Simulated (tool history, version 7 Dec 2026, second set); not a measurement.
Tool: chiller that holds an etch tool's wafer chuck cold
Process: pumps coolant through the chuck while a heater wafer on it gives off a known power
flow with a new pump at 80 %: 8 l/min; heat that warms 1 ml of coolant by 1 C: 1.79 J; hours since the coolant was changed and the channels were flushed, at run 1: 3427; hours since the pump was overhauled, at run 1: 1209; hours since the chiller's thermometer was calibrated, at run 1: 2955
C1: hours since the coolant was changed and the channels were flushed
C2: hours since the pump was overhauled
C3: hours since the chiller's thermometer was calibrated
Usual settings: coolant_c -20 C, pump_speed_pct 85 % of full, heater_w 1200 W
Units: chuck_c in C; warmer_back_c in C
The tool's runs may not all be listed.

Run 1, hour 0: usual settings; C1 3427; C2 1209; C3 2955. Result: chuck_c -8.7 C, warmer_back_c 4.84 C.
Run 2, hour 27.1: usual settings; C1 3454; C2 1236; C3 2982. Result: chuck_c -8.7 C, warmer_back_c 4.79 C.
Run 3, hour 65.1: usual settings but coolant_c -18 C; C1 3492; C2 1274; C3 3020. Result: chuck_c -6.7 C, warmer_back_c 4.84 C.
Run 4, hour 97.1: usual settings but coolant_c -18 C; C1 3524; C2 1306; C3 3052. Result: chuck_c -6.5 C, warmer_back_c 4.8 C.
Run 5, hour 138.5: usual settings but pump_speed_pct 73 % of full; C1 3566; C2 1348; C3 3093. Result: chuck_c -7.3 C, warmer_back_c 5.74 C.
Run 6, hour 171.4: usual settings but coolant_c -14 C; C1 3599; C2 1381; C3 3126. Result: chuck_c -2.7 C, warmer_back_c 4.79 C.
Run 7, hour 215.6: usual settings but coolant_c -23 C; C1 3643; C2 1425; C3 3170. Result: chuck_c -11.5 C, warmer_back_c 4.8 C.
Run 8, hour 249.6: usual settings but coolant_c -23 C; C1 3677; C2 1459; C3 3204. Result: chuck_c -11.6 C, warmer_back_c 4.81 C.
Run 9, hour 271.1: usual settings but coolant_c -23 C; C1 3698; C2 1480; C3 3226. Result: chuck_c -11.7 C, warmer_back_c 4.85 C.
Run 10, hour 291.1: usual settings but coolant_c -13 C; C1 3718; C2 1500; C3 3246. Result: chuck_c -1.5 C, warmer_back_c 4.81 C.
Run 11, hour 333.6: usual settings but pump_speed_pct 62 % of full; C1 3761; C2 1543; C3 3288. Result: chuck_c -5.4 C, warmer_back_c 6.92 C.
Run 12, hour 376.8: usual settings but pump_speed_pct 79 % of full; C1 3804; C2 1586; C3 3331. Result: chuck_c -7.7 C, warmer_back_c 5.3 C.
Run 13, hour 420.3: usual settings but coolant_c -21 C; C1 3847; C2 1630; C3 3375. Result: chuck_c -9.3 C, warmer_back_c 4.82 C.
Run 14, hour 458.5: usual settings; C1 3886; C2 1668; C3 3413. Result: chuck_c -8.4 C, warmer_back_c 4.8 C.
Run 15, hour 481.6: usual settings; C1 3909; C2 1691; C3 3436. Result: chuck_c -8.4 C, warmer_back_c 4.85 C.
Run 16, hour 525.1: usual settings; C1 3952; C2 1734; C3 3480. Result: chuck_c -8.5 C, warmer_back_c 4.85 C.
Run 17, hour 566: usual settings but coolant_c -25 C; C1 3993; C2 1775; C3 3521. Result: chuck_c -13.4 C, warmer_back_c 4.84 C.
Run 18, hour 594.8: usual settings but coolant_c -18 C, pump_speed_pct 87 % of full; C1 4022; C2 1804; C3 3549. Result: chuck_c -6.5 C, warmer_back_c 4.66 C.
Run 19, hour 615.7: usual settings but coolant_c -19 C; C1 4043; C2 1825; C3 3570. Result: chuck_c -7.2 C, warmer_back_c 4.84 C.
Run 20, hour 639.9: usual settings but coolant_c -19 C; C1 4067; C2 1849; C3 3595. Result: chuck_c -7.2 C, warmer_back_c 4.85 C.
Run 21, hour 672.1: usual settings but coolant_c -18 C, pump_speed_pct 68 % of full, heater_w 923 W; C1 4099; C2 1881; C3 3627. Result: chuck_c -7.3 C, warmer_back_c 4.77 C.
Run 22, hour 697.3: usual settings but pump_speed_pct 90 % of full, heater_w 1680 W; C1 4124; C2 1907; C3 3652. Result: chuck_c -4.3 C, warmer_back_c 6.36 C.
Run 23, hour 738.5: usual settings but pump_speed_pct 90 % of full, heater_w 1680 W; C1 4166; C2 1948; C3 3693. Result: chuck_c -4.2 C, warmer_back_c 6.37 C.
At hour 757: coolant changed, channels flushed.
Run 24, hour 779.6: usual settings but pump_speed_pct 99 % of full, heater_w 1772 W; C1 23; C2 1983; C3 3728. Result: chuck_c -6.5 C, warmer_back_c 6.02 C.
Run 25, hour 825.1: usual settings but coolant_c -26 C, pump_speed_pct 69 % of full; C1 68; C2 2028; C3 3774. Result: chuck_c -13.9 C, warmer_back_c 6.12 C.
Run 26, hour 863: usual settings but coolant_c -11 C, pump_speed_pct 82 % of full, heater_w 1408 W; C1 106; C2 2066; C3 3812. Result: chuck_c 1.4 C, warmer_back_c 5.98 C.
Run 27, hour 888.9: usual settings but coolant_c -12 C, pump_speed_pct 70 % of full; C1 132; C2 2092; C3 3837. Result: chuck_c 0 C, warmer_back_c 6.08 C.
Run 28, hour 915.8: usual settings; C1 159; C2 2119; C3 3864. Result: chuck_c -9.8 C, warmer_back_c 4.86 C.
Run 29, hour 936.6: usual settings but coolant_c -11 C, pump_speed_pct 70 % of full; C1 180; C2 2140; C3 3885. Result: chuck_c 0.8 C, warmer_back_c 6.07 C.
Run 30, hour 973.8: usual settings but coolant_c -11 C, pump_speed_pct 70 % of full; C1 217; C2 2177; C3 3922. Result: chuck_c 0.9 C, warmer_back_c 6.07 C.
Run 31, hour 1001.8: usual settings but coolant_c -23 C, pump_speed_pct 71 % of full, heater_w 1777 W; C1 245; C2 2205; C3 3950. Result: chuck_c -5.5 C, warmer_back_c 8.9 C.

How the hidden state differs across the entries between the runs, from the last listed run before each to the first after it:
Between runs 23 and 24: coolant changed, channels flushed (hour 757)
  heat passed by the chuck's channels, % of clean ones': 81.9 -> 99.8; flow at a given pump speed, % of a new pump's: 96.9 -> 96.8
  measured less the result without the state, chuck_c: +2.6 -> +0.4 C; warmer_back_c: +0.19 -> +0.19 C
